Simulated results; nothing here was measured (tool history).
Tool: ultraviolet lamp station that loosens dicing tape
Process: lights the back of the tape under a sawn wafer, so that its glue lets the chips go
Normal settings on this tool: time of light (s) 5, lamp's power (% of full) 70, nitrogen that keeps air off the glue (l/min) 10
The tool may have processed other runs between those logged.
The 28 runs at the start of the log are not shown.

run	hour	time of light (s)	lamp's power (% of full)	nitrogen that keeps air off the glue (l/min)	force that peels the tape off (N)	light that reached the tape (J/m2)
29	1213.7	4	69	6	2.936	1990
30	1271.2	6	85	4	1.654	3490
31	1318.3	6	85	4	1.646	3390
32	1347.5	4	84	4	3.153	2230
33	1380.4	4	84	4	3.264	2150
34	1437.8	4	84	4	3.287	2120
35	1491.3	5	91	4	2.471	2750
36	1530.6	5	91	4	2.414	2700
37	1565.1	5	91	4	2.442	2600
38	1592.3	5	91	4	2.538	2580
39	1648	5	91	4	2.611	2480
40	1701.4	5	89	8	2.036	2300
41	1760.5	9	77	3	1.973	3460
42	1810.7	5	88	3	3.626	2140

Consider 5 possible next runs. They are alternatives, not a sequence: every one starts from the tool as it was left by run 42. What does each give?
A	1835.3	3	92	18	?	?
B	1835.3	4	70	6	?	?
C	1835.3	5	67	5	?	?
D	1835.3	7	94	3	?	?
E	1835.3	3	70	10	?	?

run	force that peels the tape off (N)	light that reached the tape (J/m2)
A	3.036	1320
B	4.164	1330
C	3.826	1610
D	2.239	3080
E	4.573	1020
Had the tool no hidden state, the same runs would have come out as:
run	force that peels the tape off (N)	light that reached the tape (J/m2)
A	1.394	2270
B	2.36	2300
C	2.042	2770
D	0.866	5340
E	2.738	1750

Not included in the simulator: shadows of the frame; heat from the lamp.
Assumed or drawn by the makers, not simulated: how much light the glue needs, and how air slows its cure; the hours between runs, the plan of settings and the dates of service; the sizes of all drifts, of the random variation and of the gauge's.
